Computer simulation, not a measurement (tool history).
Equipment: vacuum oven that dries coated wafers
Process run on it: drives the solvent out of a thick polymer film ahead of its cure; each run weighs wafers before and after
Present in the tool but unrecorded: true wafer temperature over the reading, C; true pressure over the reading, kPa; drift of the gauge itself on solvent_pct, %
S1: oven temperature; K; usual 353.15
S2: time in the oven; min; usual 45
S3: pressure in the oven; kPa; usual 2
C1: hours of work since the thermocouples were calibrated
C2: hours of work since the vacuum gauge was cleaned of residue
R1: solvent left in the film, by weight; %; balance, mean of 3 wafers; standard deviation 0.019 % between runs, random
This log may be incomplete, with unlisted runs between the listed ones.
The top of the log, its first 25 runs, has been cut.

run	hour	S1	S2	S3	C1	C2	R1
26	1422.9	350.15	45	2	755	859	2.43
27	1465.9	349.15	25	7.34	781	885	6.94
28	1517.1	357.15	27	6.09	812	916	4.21
29	1569.6	357.15	27	6.09	844	947	4.21
30	1614.6	349.15	75	2.85	871	974	1.84
31	1660.7	357.15	75	2.09	899	1002	0.88
32	1713.3	357.15	75	2.09	930	1034	0.84
33	1769.7	357.15	75	2.09	964	1068	0.88
34	1842.6	367.15	25	5.57	1008	1112	2.43
35	1909.9	367.15	25	5.57	1049	1153	2.42
36	1976.9	361.15	42	1.23	1090	1193	0.89
37	2050.4	361.15	42	1.23	1134	1238	0.94
38	2126.2	346.15	79	1.23	1180	1284	1.26
39	2205.7	340.15	49	4.43	1228	1332	5.7
40	2281.3	340.15	42	3.25	1274	1377	5.57
41	2317.7	340.15	42	3.25	1296	1399	5.61
# hour 2348.8: oven's thermocouples calibrated
42	2369.9	341.15	65	5.57	13	1430	5.21
43	2404.7	353.15	26	1.56	34	1451	3.73
44	2459.2	353.15	26	1.56	67	1484	3.76
45	2538.3	350.15	24	5.28	115	1531	6.11
46	2576.1	350.15	65	5.28	137	1554	3.1
47	2632.8	348.15	31	1.95	172	1589	4.19

Here are 4 independent what-if runs from the current tool condition. What would each one return?
A	2709	343.15	40	7.27	218	1635	?
B	2709	365.15	31	1.95	218	1635	?
C	2709	349.15	45	2	218	1635	?
D	2709	357.15	70	1.62	218	1635	?

run	R1
A	7.13
B	1.25
C	2.65
D	0.76
Without the tool's unlogged condition, the same runs would have read:
run	R1
A	7.13
B	1.25
C	2.64
D	0.75
